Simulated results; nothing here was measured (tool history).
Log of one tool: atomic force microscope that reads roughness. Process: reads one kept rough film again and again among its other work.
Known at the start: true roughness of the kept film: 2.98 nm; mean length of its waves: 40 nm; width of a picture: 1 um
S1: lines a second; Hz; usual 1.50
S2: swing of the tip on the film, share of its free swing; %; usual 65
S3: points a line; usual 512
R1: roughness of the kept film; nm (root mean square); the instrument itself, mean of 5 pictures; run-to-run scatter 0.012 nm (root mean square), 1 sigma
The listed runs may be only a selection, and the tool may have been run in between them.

{"run": 1, "day": 0.0, "S1": 1.5, "S2": 65, "S3": 512, "R1": 2.811}
{"run": 2, "day": 0.575, "S1": 1.5, "S2": 65, "S3": 876, "R1": 2.792}
{"run": 3, "day": 0.988, "S1": 1.5, "S2": 65, "S3": 512, "R1": 2.763}
{"run": 4, "day": 1.467, "S1": 1.5, "S2": 65, "S3": 512, "R1": 2.758}
{"run": 5, "day": 1.883, "S1": 1.25, "S2": 65, "S3": 512, "R1": 2.783}
{"run": 6, "day": 2.558, "S1": 1.25, "S2": 65, "S3": 512, "R1": 2.753}
{"run": 7, "day": 3.058, "S1": 1.5, "S2": 58, "S3": 512, "R1": 2.762}
{"run": 8, "day": 3.442, "S1": 1.5, "S2": 58, "S3": 512, "R1": 2.773}
{"run": 9, "day": 4.1, "S1": 1.5, "S2": 58, "S3": 512, "R1": 2.739}
{"run": 10, "day": 4.525, "S1": 1.5, "S2": 58, "S3": 512, "R1": 2.732}
{"run": 11, "day": 5.279, "S1": 1.5, "S2": 65, "S3": 512, "R1": 2.703}
{"run": 12, "day": 5.867, "S1": 1.5, "S2": 66, "S3": 512, "R1": 2.68}
{"run": 13, "day": 6.404, "S1": 1.5, "S2": 66, "S3": 512, "R1": 2.664}
{"run": 14, "day": 6.879, "S1": 1.5, "S2": 66, "S3": 512, "R1": 2.662}
{"run": 15, "day": 7.354, "S1": 1.5, "S2": 65, "S3": 407, "R1": 2.666}
{"run": 16, "day": 8.1, "S1": 1.5, "S2": 65, "S3": 407, "R1": 2.661}
{"day": 8.188, "done": "new tip fitted"}
{"run": 17, "day": 8.908, "S1": 1.5, "S2": 65, "S3": 407, "R1": 2.788}
{"run": 18, "day": 9.579, "S1": 1.1, "S2": 65, "S3": 512, "R1": 2.814}
{"run": 19, "day": 10.162, "S1": 1.1, "S2": 65, "S3": 512, "R1": 2.779}
{"run": 20, "day": 10.942, "S1": 1.1, "S2": 65, "S3": 512, "R1": 2.756}
{"run": 21, "day": 11.346, "S1": 1.1, "S2": 65, "S3": 512, "R1": 2.762}
{"run": 22, "day": 12.179, "S1": 2.88, "S2": 65, "S3": 512, "R1": 2.651}
{"run": 23, "day": 12.767, "S1": 2.88, "S2": 62, "S3": 512, "R1": 2.684}
{"run": 24, "day": 13.154, "S1": 2.88, "S2": 62, "S3": 512, "R1": 2.66}
{"run": 25, "day": 13.808, "S1": 2.88, "S2": 62, "S3": 512, "R1": 2.655}
{"run": 26, "day": 14.162, "S1": 1.5, "S2": 65, "S3": 512, "R1": 2.685}
{"run": 27, "day": 14.917, "S1": 1.5, "S2": 65, "S3": 512, "R1": 2.677}
{"run": 28, "day": 15.575, "S1": 2.11, "S2": 71, "S3": 512, "R1": 2.602}
{"run": 29, "day": 16.188, "S1": 1.89, "S2": 87, "S3": 711, "R1": 2.478}
{"day": 16.875, "done": "new tip fitted"}
{"run": 30, "day": 17.071, "S1": 1.45, "S2": 68, "S3": 354, "R1": 2.783}
{"run": 31, "day": 17.675, "S1": 1.5, "S2": 67, "S3": 512, "R1": 2.777}
{"run": 32, "day": 18.054, "S1": 0.75, "S2": 70, "S3": 512, "R1": 2.808}
{"run": 33, "day": 18.612, "S1": 1.5, "S2": 65, "S3": 553, "R1": 2.78}
{"run": 34, "day": 19.392, "S1": 1.5, "S2": 65, "S3": 553, "R1": 2.756}
{"run": 35, "day": 19.988, "S1": 1.5, "S2": 65, "S3": 553, "R1": 2.73}

Predict the results of run 36:
{"run": 36, "day": 20.675, "S1": 0.61, "S2": 58, "S3": 479, "R1": "?"}

{"run 36": {"R1": 2.796}}
Without the tool's hidden state the same run would have given R1 2.860 nm (root mean square).

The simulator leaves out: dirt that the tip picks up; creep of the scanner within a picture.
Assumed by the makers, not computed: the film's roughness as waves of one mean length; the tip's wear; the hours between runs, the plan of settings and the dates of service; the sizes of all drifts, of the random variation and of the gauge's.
